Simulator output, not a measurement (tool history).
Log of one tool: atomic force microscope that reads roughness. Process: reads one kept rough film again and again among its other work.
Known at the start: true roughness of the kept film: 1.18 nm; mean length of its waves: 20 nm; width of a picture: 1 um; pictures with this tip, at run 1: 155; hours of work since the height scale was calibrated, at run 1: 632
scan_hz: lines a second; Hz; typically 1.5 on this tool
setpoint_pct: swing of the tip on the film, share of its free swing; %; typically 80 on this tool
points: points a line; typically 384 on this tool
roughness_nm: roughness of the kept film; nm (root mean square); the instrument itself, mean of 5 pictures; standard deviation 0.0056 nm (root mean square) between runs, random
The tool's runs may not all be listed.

run	day	scan_hz	setpoint_pct	points	pictures with this tip	hours of work since the height scale was calibrated	roughness_nm
1	0	1.5	80	384	155	632	0.821
# day 1.196: new tip fitted
2	1.283	2.11	80	384	3	645	0.934
3	2.721	2.11	80	384	44	659	0.894
4	4.05	1.5	80	384	82	672	0.885
5	5.458	1.5	80	384	122	686	0.857
6	6.667	1.5	80	384	156	698	0.811
7	7.379	2.36	80	384	177	705	0.755
# day 7.704: new tip fitted
8	8.758	2.36	80	384	30	719	0.889
9	9.558	0.69	80	384	52	727	0.962
10	10.775	0.58	80	384	87	739	0.933
11	11.871	1.5	80	384	118	750	0.854
12	13.021	1.5	80	326	151	761	0.819
13	14.054	1.5	80	326	181	772	0.794
# day 14.321: new tip fitted
14	15.608	2.34	80	326	36	787	0.886
15	16.533	2.34	80	326	63	796	0.85
16	17.821	2.34	80	326	100	809	0.824
17	18.775	1.5	80	367	127	818	0.834
18	20.258	1.5	80	367	169	833	0.797
# day 20.838: new tip fitted
19	21.879	1.5	80	384	30	849	0.954
20	22.588	1.5	80	384	50	856	0.93
21	23.329	1.5	80	384	71	864	0.908
# day 23.462: height scale calibrated on a step standard
22	24.662	1.5	80	595	108	12	0.882
23	25.738	1.5	80	595	139	23	0.853
24	27.142	1.5	80	595	179	37	0.809
# day 27.375: new tip fitted
25	28.796	2.62	64	802	41	53	0.971
26	29.892	2.62	64	802	72	64	0.941
# day 31.208: height scale calibrated on a step standard, once more
27	31.358	2.62	64	802	113	1	0.884
28	32.208	2.62	64	802	137	10	0.859
29	32.992	1.5	63	528	159	18	0.868
# day 33.9: new tip fitted
30	34.046	1.5	63	528	4	28	1.029
31	35.5	1.5	80	256	45	42	0.904
32	36.621	1.5	72	256	77	54	0.892
33	37.617	1.5	72	256	106	64	0.846
34	38.421	1.5	72	256	129	72	0.833
35	39.946	2.58	61	563	172	87	0.822
# day 40.421: new tip fitted
36	41.388	1.5	71	384	28	101	0.972
37	42.304	1.51	67	384	54	110	0.945
38	43.596	0.65	74	384	91	123	0.921
39	44.754	3.94	74	658	124	134	0.776
40	46.092	3.94	67	658	162	148	0.787
# day 46.975: new tip fitted
41	47.608	0.54	72	658	18	163	1.042
42	49.175	0.54	72	658	62	178	0.983
43	50.083	3.85	72	726	88	187	0.831
44	51.729	3.85	58	331	135	204	0.844

Pick out some run-to-run changes in roughness_nm. Of each, how much would a tool without hidden state show as well, from the settings, what came in and chance, and how much is left for the hidden state and any gauge scatter not in both results compared?
Hidden state at play: radius of the tip, nm; height scale over the true one, %; drift of the gauge itself on roughness_nm, %.
Run 18 -> 19: points 367 -> 384, new tip fitted. roughness_nm +0.157 nm (root mean square): hidden state +0.154, all else +0.003.
Run 24 -> 25: scan_hz 1.5 -> 2.62, setpoint_pct 80 -> 64, points 595 -> 802, new tip fitted. roughness_nm +0.162 nm (root mean square): hidden state +0.134, all else +0.028.
Run 29 -> 30: new tip fitted. roughness_nm +0.161 nm (root mean square): hidden state +0.177, all else -0.016.
Run 35 -> 36: scan_hz 2.58 -> 1.5, setpoint_pct 61 -> 71, points 563 -> 384, new tip fitted. roughness_nm +0.15 nm (root mean square): hidden state +0.157, all else -0.007.
Run 40 -> 41: scan_hz 3.94 -> 0.54, setpoint_pct 67 -> 72, new tip fitted. roughness_nm +0.255 nm (root mean square): hidden state +0.148, all else +0.107.
